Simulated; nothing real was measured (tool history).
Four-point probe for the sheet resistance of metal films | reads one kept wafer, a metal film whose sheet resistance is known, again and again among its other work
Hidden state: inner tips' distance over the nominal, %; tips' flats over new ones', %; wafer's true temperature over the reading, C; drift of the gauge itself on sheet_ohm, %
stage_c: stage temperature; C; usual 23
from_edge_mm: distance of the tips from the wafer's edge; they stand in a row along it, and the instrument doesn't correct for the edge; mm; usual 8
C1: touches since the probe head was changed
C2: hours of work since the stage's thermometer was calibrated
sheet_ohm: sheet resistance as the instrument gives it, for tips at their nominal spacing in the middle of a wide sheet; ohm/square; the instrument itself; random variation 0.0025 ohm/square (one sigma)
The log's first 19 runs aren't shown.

Run 20, hour 452.2: usual settings but stage_c 26 C, from_edge_mm 4 mm; C1 14019; C2 1705. Result: sheet_ohm 13.149316 ohm/square.
Run 21, hour 481.9: usual settings but stage_c 26 C, from_edge_mm 4 mm; C1 14555; C2 1725. Result: sheet_ohm 13.147555 ohm/square.
Run 22, hour 518.1: usual settings but stage_c 34 C, from_edge_mm 56 mm; C1 15204; C2 1749. Result: sheet_ohm 12.499826 ohm/square.
Run 23, hour 538.1: usual settings but stage_c 34 C, from_edge_mm 56 mm; C1 15564; C2 1762. Result: sheet_ohm 12.49439 ohm/square.
Run 24, hour 555.8: usual settings but stage_c 32 C, from_edge_mm 73 mm; C1 15883; C2 1774. Result: sheet_ohm 12.501989 ohm/square.
Run 25, hour 571.5: usual settings but from_edge_mm 42 mm; C1 16164; C2 1784. Result: sheet_ohm 12.516006 ohm/square.
Run 26, hour 606.2: usual settings but stage_c 31 C, from_edge_mm 5 mm; C1 16790; C2 1808. Result: sheet_ohm 12.920755 ohm/square.
Run 27, hour 621.9: usual settings but stage_c 19 C; C1 17072; C2 1818. Result: sheet_ohm 12.683896 ohm/square.
Run 28, hour 650.9: usual settings but stage_c 29 C, from_edge_mm 59 mm; C1 17594; C2 1838. Result: sheet_ohm 12.505753 ohm/square.
Run 29, hour 682.6: usual settings but stage_c 29 C, from_edge_mm 59 mm; C1 18163; C2 1859. Result: sheet_ohm 12.503123 ohm/square.
Run 30, hour 700.5: usual settings but stage_c 21 C, from_edge_mm 10 mm; C1 18485; C2 1871. Result: sheet_ohm 12.617197 ohm/square.
Run 31, hour 716.1: usual settings but from_edge_mm 41 mm; C1 18765; C2 1881. Result: sheet_ohm 12.514858 ohm/square.
Run 32, hour 746.1: usual settings but stage_c 33 C, from_edge_mm 5 mm; C1 19305; C2 1901. Result: sheet_ohm 12.920921 ohm/square.
Run 33, hour 763.5: usual settings but stage_c 31 C, from_edge_mm 58 mm; C1 19617; C2 1913. Result: sheet_ohm 12.502602 ohm/square.
Run 34, hour 787.2: usual settings but stage_c 28 C, from_edge_mm 6 mm; C1 20043; C2 1929. Result: sheet_ohm 12.794063 ohm/square.
Run 35, hour 823.6: usual settings but stage_c 27 C, from_edge_mm 4 mm; C1 20698; C2 1953. Result: sheet_ohm 13.146381 ohm/square.
Run 36, hour 852.7: usual settings but stage_c 27 C, from_edge_mm 20 mm; C1 21222; C2 1973. Result: sheet_ohm 12.528901 ohm/square.
Run 37, hour 889.2: usual settings but stage_c 30 C, from_edge_mm 48 mm; C1 21879; C2 1997. Result: sheet_ohm 12.513785 ohm/square.

Forecast each of these 3 alternatives for the next run:
Run A, hour 908.6: usual settings but stage_c 26 C, from_edge_mm 48 mm; C1 22226; C2 2010. Result: sheet_ohm ?.
Run B, hour 908.6: usual settings but stage_c 26 C, from_edge_mm 50 mm; C1 22226; C2 2010. Result: sheet_ohm ?.
Run C, hour 908.6: usual settings but stage_c 19 C; C1 22226; C2 2010. Result: sheet_ohm ?.

run  sheet_ohm
  A  12.514764
  B  12.512158
  C  12.689422
Without the tool's hidden state the same runs would have given:
run  sheet_ohm
  A  12.518702
  B  12.516094
  C  12.693088
